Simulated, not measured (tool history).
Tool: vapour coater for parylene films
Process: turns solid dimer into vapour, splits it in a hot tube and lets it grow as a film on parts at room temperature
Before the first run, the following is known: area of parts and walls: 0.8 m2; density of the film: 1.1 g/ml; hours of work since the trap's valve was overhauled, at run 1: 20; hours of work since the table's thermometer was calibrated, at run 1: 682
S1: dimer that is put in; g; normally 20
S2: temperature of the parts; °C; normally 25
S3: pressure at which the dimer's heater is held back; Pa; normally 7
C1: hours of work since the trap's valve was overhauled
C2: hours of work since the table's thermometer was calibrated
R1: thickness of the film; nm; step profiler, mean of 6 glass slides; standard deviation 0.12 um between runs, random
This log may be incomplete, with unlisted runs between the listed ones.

run     day  S1  S2     S3   C1    C2     R1
  1       0  20  25      7   20   682  14290
  2   0.846  20  25   2.05   38   700  15800
  3   1.575  20  25   2.05   53   715  15400
  4   2.746  20  25   2.05   78   740  15260
  5   3.858  20  25   4.36  101   763  14090
  6   4.725  20  25   4.36  119   781  14130
  7   5.521  11  25      7  136   798   7220
  8   6.771  11  25      7  162   824   7090
  9   8.158  11  25      7  191   853   7070
      9.188  -- trap's valve overhauled
 10   9.733  11  25      7   11   882   7920
 11  10.446  11  25      7   26   897   7870
 12  11.167  11  25    2.8   41   912   8470
 13  11.904  20  25      7   57   927  14070
 14  12.875  23  37      7   77   948  12220
 15  14.142  18  31      7  104   974  10820
 16  15.542  18  31      7  133  1003  10600
 17  16.392  19  31   2.46  151  1021  12140
 18  17.212  20  23  11.04  168  1038  12890
 19   17.95  20  25   7.92  183  1054  12620
     19.308  -- trap's valve overhauled
 20  19.312  20  25   7.92    0  1079  14270
 21  20.246  20  27      7   20  1098  13870
 22  21.567  20  20      7   47  1126  16000
 23  22.567  20  20      7   68  1147  15920
 24  23.142  11  18   3.61   80  1159   9300
 25  24.475  11  18   3.61  108  1187   9150

Branching from run 25: 3 alternative next runs. What would each branch give?
  A  25.833  22  22     7  136  1215   ?
  B  25.833  10  18  3.61  136  1215   ?
  C  25.833  20  25  4.98  136  1215   ?

run     R1
  A  15700
  B   8190
  C  13650
Without the tool's hidden state the same runs would have given:
run     R1
  A  17020
  B   8880
  C  14790

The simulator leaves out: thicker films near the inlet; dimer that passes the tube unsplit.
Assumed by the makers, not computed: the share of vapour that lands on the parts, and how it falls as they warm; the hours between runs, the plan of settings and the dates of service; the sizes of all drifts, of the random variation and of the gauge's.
